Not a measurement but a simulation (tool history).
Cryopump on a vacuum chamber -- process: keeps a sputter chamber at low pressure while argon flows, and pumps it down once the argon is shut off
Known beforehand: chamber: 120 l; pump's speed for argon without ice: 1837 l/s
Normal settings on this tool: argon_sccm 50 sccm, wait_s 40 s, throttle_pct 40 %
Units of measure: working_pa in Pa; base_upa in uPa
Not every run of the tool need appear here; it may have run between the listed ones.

run 1 day=0.000 | argon_sccm=50 wait_s=40 throttle_pct=40 | working_pa=0.1219 base_upa=2.86
run 2 day=1.054 | argon_sccm=50 wait_s=40 throttle_pct=40 | working_pa=0.1218 base_upa=2.81
run 3 day=2.625 | argon_sccm=50 wait_s=40 throttle_pct=40 | working_pa=0.1236 base_upa=3.02
run 4 day=3.908 | argon_sccm=50 wait_s=40 throttle_pct=40 | working_pa=0.1231 base_upa=2.98
run 5 day=4.654 | argon_sccm=50 wait_s=40 throttle_pct=38 | working_pa=0.1290 base_upa=3.12
run 6 day=6.204 | argon_sccm=24 wait_s=40 throttle_pct=38 | working_pa=0.0621 base_upa=3.08
run 7 day=7.912 | argon_sccm=22 wait_s=40 throttle_pct=40 | working_pa=0.0545 base_upa=3.05
run 8 day=9.446 | argon_sccm=22 wait_s=40 throttle_pct=40 | working_pa=0.0544 base_upa=3.17
run 9 day=10.567 | argon_sccm=63 wait_s=45 throttle_pct=40 | working_pa=0.1558 base_upa=3.00
run 10 day=11.279 | argon_sccm=63 wait_s=45 throttle_pct=21 | working_pa=0.2890 base_upa=2.97
run 11 day=12.346 | argon_sccm=63 wait_s=45 throttle_pct=21 | working_pa=0.2859 base_upa=3.09
run 12 day=13.104 | argon_sccm=55 wait_s=40 throttle_pct=50 | working_pa=0.1103 base_upa=3.28
run 13 day=13.950 | argon_sccm=70 wait_s=81 throttle_pct=40 | working_pa=0.1735 base_upa=2.46
run 14 day=15.033 | argon_sccm=65 wait_s=72 throttle_pct=56 | working_pa=0.1195 base_upa=2.61
run 15 day=15.946 | argon_sccm=56 wait_s=72 throttle_pct=17 | working_pa=0.3151 base_upa=2.71
run 16 day=16.842 | argon_sccm=56 wait_s=72 throttle_pct=17 | working_pa=0.3138 base_upa=2.61

Branching from run 16: 5 alternative next runs. What would each branch give?
run A day=17.658 | argon_sccm=56 wait_s=52 throttle_pct=17 | working_pa=? base_upa=?
run B day=17.658 | argon_sccm=56 wait_s=131 throttle_pct=24 | working_pa=? base_upa=?
run C day=17.658 | argon_sccm=57 wait_s=72 throttle_pct=42 | working_pa=? base_upa=?
run D day=17.658 | argon_sccm=30 wait_s=222 throttle_pct=30 | working_pa=? base_upa=?
run E day=17.658 | argon_sccm=48 wait_s=33 throttle_pct=17 | working_pa=? base_upa=?

run=A working_pa=0.3136 base_upa=2.95
run=B working_pa=0.2284 base_upa=2.25
run=C working_pa=0.1360 base_upa=2.66
run=D working_pa=0.0974 base_upa=2.19
run=E working_pa=0.2682 base_upa=3.66
With the hidden condition removed and each run's random variation left untouched, the same runs would have given:
run=A working_pa=0.3025 base_upa=1.29
run=B working_pa=0.2173 base_upa=0.61
run=C working_pa=0.1247 base_upa=1.00
run=D working_pa=0.0915 base_upa=0.48
run=E working_pa=0.2588 base_upa=1.99
